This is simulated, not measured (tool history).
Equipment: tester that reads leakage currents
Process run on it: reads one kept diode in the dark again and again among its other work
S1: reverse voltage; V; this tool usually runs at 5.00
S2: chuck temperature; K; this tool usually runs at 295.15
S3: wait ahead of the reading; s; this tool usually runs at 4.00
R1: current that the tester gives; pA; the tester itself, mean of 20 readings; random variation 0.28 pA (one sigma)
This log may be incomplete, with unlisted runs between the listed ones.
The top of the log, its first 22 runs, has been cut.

run,hour,S1,S2,S3,R1
23,2679.0,2.50,300.15,0.37,103.24
24,2832.0,2.50,313.15,0.37,258.29
25,2969.9,4.68,300.15,4.00,145.40
26,3063.1,1.81,303.15,0.80,109.13
27,3173.3,1.81,303.15,0.80,109.68
# hour 3241.6: chuck's temperature calibrated
28,3321.3,1.97,304.15,2.48,112.80
29,3482.8,1.97,304.15,2.48,113.55
30,3573.3,1.97,293.15,2.74,51.61
31,3645.1,5.00,331.15,3.52,1136.02

Expected results for the next run?
32,3786.6,12.01,300.15,2.56,?

Run 32 came out at R1 245.50 pA.
Had the tool carried no hidden state, the very same run would have given R1 216.92 pA.
